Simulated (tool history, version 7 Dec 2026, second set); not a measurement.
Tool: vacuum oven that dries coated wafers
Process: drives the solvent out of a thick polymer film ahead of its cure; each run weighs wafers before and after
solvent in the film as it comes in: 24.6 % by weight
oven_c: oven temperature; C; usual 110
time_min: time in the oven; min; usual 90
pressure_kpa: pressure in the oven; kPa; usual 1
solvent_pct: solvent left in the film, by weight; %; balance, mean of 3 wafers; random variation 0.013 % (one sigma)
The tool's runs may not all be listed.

Run 1, hour 0: usual settings. Result: solvent_pct 1.15 %.
Run 2, hour 17.4: usual settings. Result: solvent_pct 1.15 %.
Run 3, hour 35.3: usual settings. Result: solvent_pct 1.16 %.
Run 4, hour 56.2: usual settings. Result: solvent_pct 1.15 %.
Run 5, hour 67.9: usual settings but pressure_kpa 3.12 kPa. Result: solvent_pct 2.41 %.
Run 6, hour 79.5: usual settings but pressure_kpa 3.12 kPa. Result: solvent_pct 2.39 %.
Run 7, hour 89.9: usual settings but pressure_kpa 3.12 kPa. Result: solvent_pct 2.42 %.
Run 8, hour 107.7: usual settings but pressure_kpa 3.12 kPa. Result: solvent_pct 2.42 %.
Run 9, hour 116.9: usual settings. Result: solvent_pct 1.13 %.
Run 10, hour 134: usual settings but oven_c 99 C. Result: solvent_pct 3.99 %.
Run 11, hour 154.3: usual settings but oven_c 99 C. Result: solvent_pct 3.96 %.
Run 12, hour 164.3: usual settings but oven_c 99 C. Result: solvent_pct 3.97 %.
Run 13, hour 186.3: usual settings but oven_c 99 C. Result: solvent_pct 3.98 %.
Run 14, hour 197.1: usual settings but oven_c 99 C. Result: solvent_pct 3.94 %.
Run 15, hour 207.1: usual settings but oven_c 99 C. Result: solvent_pct 3.97 %.
Run 16, hour 226.3: usual settings but oven_c 106 C, time_min 61 min. Result: solvent_pct 3.44 %.
Run 17, hour 239.5: usual settings but oven_c 115 C, pressure_kpa 1.76 kPa. Result: solvent_pct 1.09 %.
Run 18, hour 253.6: usual settings but oven_c 106 C, pressure_kpa 1.76 kPa. Result: solvent_pct 2.33 %.
Run 19, hour 272.9: usual settings but oven_c 106 C, pressure_kpa 1.76 kPa. Result: solvent_pct 2.32 %.
Run 20, hour 291.5: usual settings but oven_c 113 C, pressure_kpa 2.04 kPa. Result: solvent_pct 1.38 %.
Run 21, hour 310.1: usual settings but oven_c 107 C, time_min 69 min, pressure_kpa 1.63 kPa. Result: solvent_pct 2.89 %.
Run 22, hour 325.1: usual settings but oven_c 107 C, time_min 69 min, pressure_kpa 1.63 kPa. Result: solvent_pct 2.89 %.
Run 23, hour 340.7: usual settings but oven_c 107 C, time_min 69 min, pressure_kpa 1.63 kPa. Result: solvent_pct 2.92 %.
Run 24, hour 358: usual settings but oven_c 119 C, time_min 103 min. Result: solvent_pct 0.51 %.
At hour 371.5: oven's thermocouples calibrated.
Run 25, hour 377.3: usual settings but oven_c 119 C, time_min 103 min. Result: solvent_pct 0.57 %.
Run 26, hour 395.9: usual settings but oven_c 122 C, time_min 122 min, pressure_kpa 2.96 kPa. Result: solvent_pct 1.31 %.
Run 27, hour 411.7: usual settings but oven_c 108 C, time_min 85 min. Result: solvent_pct 1.96 %.
Run 28, hour 429.7: usual settings but oven_c 108 C, time_min 64 min, pressure_kpa 2.34 kPa. Result: solvent_pct 4 %.

Forecast each of these 4 alternatives for the next run:
Run A, hour 449.8: usual settings but oven_c 116 C, time_min 105 min. Result: solvent_pct ?.
Run B, hour 449.8: usual settings but oven_c 99 C, time_min 153 min, pressure_kpa 0.61 kPa. Result: solvent_pct ?.
Run C, hour 449.8: usual settings but oven_c 98 C, time_min 46 min, pressure_kpa 1.16 kPa. Result: solvent_pct ?.
Run D, hour 449.8: usual settings but pressure_kpa 0.95 kPa. Result: solvent_pct ?.

run  solvent_pct
  A         0.67
  B         1.88
  C         9.85
  D         1.38
Without the tool's hidden state the same runs would have given:
run  solvent_pct
  A          0.6
  B         1.75
  C         9.75
  D         1.29
